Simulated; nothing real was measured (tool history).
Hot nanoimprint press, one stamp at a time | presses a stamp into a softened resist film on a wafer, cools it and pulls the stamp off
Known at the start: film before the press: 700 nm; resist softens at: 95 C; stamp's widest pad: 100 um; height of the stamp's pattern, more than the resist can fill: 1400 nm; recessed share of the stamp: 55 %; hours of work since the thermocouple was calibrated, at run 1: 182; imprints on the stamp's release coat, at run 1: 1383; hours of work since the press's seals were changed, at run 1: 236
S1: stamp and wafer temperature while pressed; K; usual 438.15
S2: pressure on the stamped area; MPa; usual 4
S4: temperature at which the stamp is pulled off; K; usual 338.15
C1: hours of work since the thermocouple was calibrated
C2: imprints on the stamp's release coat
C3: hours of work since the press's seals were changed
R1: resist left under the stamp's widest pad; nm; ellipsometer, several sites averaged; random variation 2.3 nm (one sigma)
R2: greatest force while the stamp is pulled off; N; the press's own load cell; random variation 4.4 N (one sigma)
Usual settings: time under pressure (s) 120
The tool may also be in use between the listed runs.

run 1 hour=0 | S1=438.15 S2=4 time_under_pressure_(s)=120 S4=338.15 | C1=182 C2=1383 C3=236 | R1=394.5 R2=274
run 2 hour=9.1 | S1=438.15 S2=4 time_under_pressure_(s)=120 S4=338.15 | C1=189 C2=1414 C3=243 | R1=390 R2=271
run 3 hour=17.6 | S1=438.15 S2=4 time_under_pressure_(s)=120 S4=338.15 | C1=196 C2=1443 C3=249 | R1=394.5 R2=271
run 4 hour=22.2 | S1=438.15 S2=4 time_under_pressure_(s)=120 S4=331.15 | C1=199 C2=1459 C3=253 | R1=397.9 R2=319
run 5 hour=27.8 | S1=438.15 S2=4 time_under_pressure_(s)=120 S4=325.15 | C1=203 C2=1478 C3=257 | R1=396.4 R2=360
run 6 hour=37.5 | S1=438.15 S2=4 time_under_pressure_(s)=120 S4=338.15 | C1=211 C2=1510 C3=264 | R1=398.7 R2=280
-- hour=41 plate thermocouple calibrated
run 7 hour=47.7 | S1=438.15 S2=4 time_under_pressure_(s)=120 S4=338.15 | C1=5 C2=1535 C3=270 | R1=402.8 R2=279
run 8 hour=57.6 | S1=438.15 S2=4 time_under_pressure_(s)=120 S4=338.15 | C1=13 C2=1568 C3=278 | R1=403.8 R2=286
run 9 hour=61.7 | S1=438.15 S2=4 time_under_pressure_(s)=120 S4=324.15 | C1=16 C2=1582 C3=281 | R1=402.6 R2=392
run 10 hour=66.3 | S1=438.15 S2=4 time_under_pressure_(s)=120 S4=324.15 | C1=19 C2=1598 C3=284 | R1=405.3 R2=389
run 11 hour=70.9 | S1=438.15 S2=4 time_under_pressure_(s)=120 S4=324.15 | C1=23 C2=1614 C3=288 | R1=403.3 R2=378
run 12 hour=74.9 | S1=438.15 S2=4 time_under_pressure_(s)=120 S4=324.15 | C1=26 C2=1627 C3=291 | R1=406.1 R2=392
run 13 hour=83.3 | S1=434.15 S2=3.61 time_under_pressure_(s)=133 S4=327.15 | C1=32 C2=1656 C3=297 | R1=477.7 R2=371
-- hour=90.9 plate thermocouple calibrated, once more
run 14 hour=92.9 | S1=438.15 S2=2.93 time_under_pressure_(s)=158 S4=333.15 | C1=2 C2=1678 C3=302 | R1=385.1 R2=306
run 15 hour=98.8 | S1=438.15 S2=2.93 time_under_pressure_(s)=158 S4=333.15 | C1=6 C2=1698 C3=307 | R1=385.4 R2=317
run 16 hour=108.2 | S1=437.15 S2=4 time_under_pressure_(s)=229 S4=338.15 | C1=13 C2=1730 C3=314 | R1=311.2 R2=275
run 17 hour=117.9 | S1=438.15 S2=4 time_under_pressure_(s)=74 S4=338.15 | C1=21 C2=1763 C3=321 | R1=448.5 R2=277
run 18 hour=122.1 | S1=431.15 S2=2.63 time_under_pressure_(s)=74 S4=327.15 | C1=24 C2=1777 C3=325 | R1=603.7 R2=356
run 19 hour=127.5 | S1=428.15 S2=4.91 time_under_pressure_(s)=120 S4=346.15 | C1=28 C2=1795 C3=329 | R1=544 R2=216
run 20 hour=136.1 | S1=428.15 S2=4.91 time_under_pressure_(s)=120 S4=346.15 | C1=35 C2=1824 C3=335 | R1=535.5 R2=220
run 21 hour=143.6 | S1=431.15 S2=4.91 time_under_pressure_(s)=89 S4=346.15 | C1=40 C2=1850 C3=341 | R1=518.9 R2=226

The next listed run, before its measurement:
run 22 hour=153 | S1=431.15 S2=4.91 time_under_pressure_(s)=89 S4=346.15 | C1=48 C2=1881 C3=348 | R1=? R2=?

{"run 22": {"R1": 518.6, "R2": 218}}
Without the tool's hidden state the same run would have given R1 515.6 nm, R2 174 N.

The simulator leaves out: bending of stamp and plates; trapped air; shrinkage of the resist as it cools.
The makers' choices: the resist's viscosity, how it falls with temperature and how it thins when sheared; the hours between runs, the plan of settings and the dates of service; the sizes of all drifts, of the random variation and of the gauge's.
